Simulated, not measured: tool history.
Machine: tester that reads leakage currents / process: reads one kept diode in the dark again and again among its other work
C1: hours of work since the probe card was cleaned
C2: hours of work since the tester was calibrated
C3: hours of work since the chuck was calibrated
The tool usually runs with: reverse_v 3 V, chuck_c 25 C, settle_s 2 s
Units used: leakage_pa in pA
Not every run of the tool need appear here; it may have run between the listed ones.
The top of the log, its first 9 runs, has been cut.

run 10 hour=1840.3 | reverse_v=3 chuck_c=22 settle_s=2 | C1=2418 C2=1739 C3=263 | leakage_pa=13.76
run 11 hour=2063.6 | reverse_v=3 chuck_c=27 settle_s=2 | C1=2568 C2=1890 C3=413 | leakage_pa=18.18
run 12 hour=2309.8 | reverse_v=3 chuck_c=25 settle_s=2 | C1=2734 C2=2056 C3=579 | leakage_pa=16.57
run 13 hour=2428.1 | reverse_v=3 chuck_c=25 settle_s=2 | C1=2814 C2=2135 C3=659 | leakage_pa=16.6
run 14 hour=2670 | reverse_v=3 chuck_c=25 settle_s=6.84 | C1=2977 C2=2298 C3=822 | leakage_pa=16.57
run 15 hour=2783.4 | reverse_v=3 chuck_c=25 settle_s=2 | C1=3053 C2=2374 C3=898 | leakage_pa=16.96
-- hour=2995.5 chuck's temperature calibrated
run 16 hour=2995.5 | reverse_v=3 chuck_c=25 settle_s=2 | C1=3194 C2=2516 C3=0 | leakage_pa=19.16
-- hour=3159.4 probe card cleaned and baked
run 17 hour=3208.4 | reverse_v=3 chuck_c=48 settle_s=2 | C1=33 C2=2657 C3=141 | leakage_pa=71.49
run 18 hour=3395.5 | reverse_v=2.02 chuck_c=25 settle_s=2 | C1=159 C2=2783 C3=267 | leakage_pa=9.05
run 19 hour=3635.4 | reverse_v=5.63 chuck_c=25 settle_s=4.59 | C1=321 C2=2945 C3=429 | leakage_pa=15.62
run 20 hour=3755.9 | reverse_v=5.31 chuck_c=20 settle_s=2 | C1=402 C2=3026 C3=510 | leakage_pa=10.81
run 21 hour=3856.8 | reverse_v=16.93 chuck_c=44 settle_s=2 | C1=470 C2=3094 C3=578 | leakage_pa=121.45
run 22 hour=4062.1 | reverse_v=3 chuck_c=25 settle_s=1.24 | C1=608 C2=3232 C3=716 | leakage_pa=11.84
run 23 hour=4305.8 | reverse_v=3.06 chuck_c=43 settle_s=0.56 | C1=772 C2=3396 C3=880 | leakage_pa=47.05
run 24 hour=4432.8 | reverse_v=2.26 chuck_c=27 settle_s=7.75 | C1=857 C2=3482 C3=966 | leakage_pa=11.68
-- hour=4550.7 chuck's temperature calibrated
run 25 hour=4550.7 | reverse_v=2.77 chuck_c=27 settle_s=7.75 | C1=935 C2=3560 C3=0 | leakage_pa=14.78
run 26 hour=4736.4 | reverse_v=9.79 chuck_c=35 settle_s=0.47 | C1=1060 C2=3685 C3=125 | leakage_pa=56.55
run 27 hour=4934.7 | reverse_v=2.31 chuck_c=25 settle_s=2 | C1=1194 C2=3818 C3=259 | leakage_pa=11.67
run 28 hour=5036.4 | reverse_v=2.31 chuck_c=25 settle_s=2 | C1=1262 C2=3887 C3=327 | leakage_pa=11.83
run 29 hour=5269.4 | reverse_v=13.82 chuck_c=30 settle_s=2 | C1=1419 C2=4043 C3=484 | leakage_pa=50.45
-- hour=5294.6 tester calibrated
run 30 hour=5453 | reverse_v=3 chuck_c=25 settle_s=3.31 | C1=1542 C2=107 C3=606 | leakage_pa=13.61
run 31 hour=5637.7 | reverse_v=16.94 chuck_c=25 settle_s=3.31 | C1=1666 C2=231 C3=731 | leakage_pa=45.97
run 32 hour=5738.8 | reverse_v=16.94 chuck_c=25 settle_s=3.31 | C1=1734 C2=299 C3=799 | leakage_pa=46.63
run 33 hour=5853.8 | reverse_v=2.6 chuck_c=25 settle_s=2 | C1=1811 C2=376 C3=876 | leakage_pa=12.64
run 34 hour=6005.4 | reverse_v=2.6 chuck_c=25 settle_s=2 | C1=1913 C2=479 C3=978 | leakage_pa=12.76

Here are 3 independent what-if runs from the current tool condition. What would each one return?
-- hour=6104 chuck's temperature calibrated
run A hour=6142.8 | reverse_v=2.6 chuck_c=45 settle_s=0.46 | C1=2005 C2=570 C3=26 | leakage_pa=?
-- hour=6104 chuck's temperature calibrated
run B hour=6142.8 | reverse_v=3 chuck_c=25 settle_s=1.13 | C1=2005 C2=570 C3=26 | leakage_pa=?
-- hour=6104 chuck's temperature calibrated
run C hour=6142.8 | reverse_v=2.6 chuck_c=21 settle_s=2 | C1=2005 C2=570 C3=26 | leakage_pa=?

run=A leakage_pa=57.11
run=B leakage_pa=16.07
run=C leakage_pa=11.37
Without the tool's unlogged condition, the same runs would have read:
run=A leakage_pa=52.67
run=B leakage_pa=11.13
run=C leakage_pa=7.09

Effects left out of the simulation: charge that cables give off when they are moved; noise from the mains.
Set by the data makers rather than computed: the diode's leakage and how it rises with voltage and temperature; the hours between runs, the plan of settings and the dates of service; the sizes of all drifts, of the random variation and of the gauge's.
